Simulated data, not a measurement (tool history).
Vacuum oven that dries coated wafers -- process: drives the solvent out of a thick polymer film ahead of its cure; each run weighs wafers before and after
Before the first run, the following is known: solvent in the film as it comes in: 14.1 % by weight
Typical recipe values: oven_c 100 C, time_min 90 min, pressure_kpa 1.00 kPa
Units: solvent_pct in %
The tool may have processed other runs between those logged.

run 1 hour=0.0 | oven_c=100 time_min=90 pressure_kpa=1.00 | solvent_pct=0.98
run 2 hour=73.6 | oven_c=100 time_min=90 pressure_kpa=1.00 | solvent_pct=0.92
run 3 hour=157.9 | oven_c=100 time_min=90 pressure_kpa=1.00 | solvent_pct=0.97
run 4 hour=237.3 | oven_c=100 time_min=90 pressure_kpa=1.00 | solvent_pct=1.01
run 5 hour=321.9 | oven_c=100 time_min=90 pressure_kpa=1.00 | solvent_pct=0.98
run 6 hour=399.8 | oven_c=100 time_min=90 pressure_kpa=1.00 | solvent_pct=1.01
run 7 hour=469.1 | oven_c=100 time_min=77 pressure_kpa=1.00 | solvent_pct=1.21
run 8 hour=541.3 | oven_c=100 time_min=90 pressure_kpa=2.27 | solvent_pct=1.54
run 9 hour=595.7 | oven_c=100 time_min=90 pressure_kpa=2.27 | solvent_pct=1.94
run 10 hour=631.7 | oven_c=100 time_min=90 pressure_kpa=2.27 | solvent_pct=1.84
run 11 hour=676.9 | oven_c=94 time_min=126 pressure_kpa=2.27 | solvent_pct=2.24
run 12 hour=729.0 | oven_c=92 time_min=133 pressure_kpa=1.01 | solvent_pct=1.61
run 13 hour=807.8 | oven_c=92 time_min=121 pressure_kpa=3.20 | solvent_pct=2.72
run 14 hour=868.3 | oven_c=99 time_min=81 pressure_kpa=1.00 | solvent_pct=1.37
run 15 hour=906.8 | oven_c=99 time_min=81 pressure_kpa=1.00 | solvent_pct=1.29
run 16 hour=960.9 | oven_c=99 time_min=81 pressure_kpa=1.00 | solvent_pct=1.29
run 17 hour=1002.3 | oven_c=88 time_min=79 pressure_kpa=2.37 | solvent_pct=4.16
run 18 hour=1072.0 | oven_c=109 time_min=72 pressure_kpa=0.51 | solvent_pct=0.39
run 19 hour=1119.1 | oven_c=113 time_min=47 pressure_kpa=0.51 | solvent_pct=0.72
run 20 hour=1192.2 | oven_c=110 time_min=81 pressure_kpa=3.46 | solvent_pct=1.10

Removed from this log: 3 entries logged between the listed runs. Between which two listed runs does each belong, and how does the tool's hidden state at the listed run before it compare with that at the listed run after it?
Runs 7 to 8: vacuum gauge cleaned of residue and calibrated (hour 478.8)
  true wafer temperature over the reading, C: 2.64 -> 2.74; true pressure over the reading, kPa: 0.489 -> 0.684
  measured value less the no-hidden-state value, solvent_pct: -0.13 -> -0.03 %
Runs 8 to 9: oven's thermocouples calibrated (hour 563.8)
  true wafer temperature over the reading, C: 2.74 -> -0.33; true pressure over the reading, kPa: 0.684 -> 0.691
  measured value less the no-hidden-state value, solvent_pct: -0.03 -> +0.34 %
Runs 12 to 13: vacuum gauge cleaned of residue and calibrated, once more (hour 736.3)
  true wafer temperature over the reading, C: -0.13 -> -0.03; true pressure over the reading, kPa: 0.71 -> 0.003
  measured value less the no-hidden-state value, solvent_pct: +0.42 -> +0.01 %
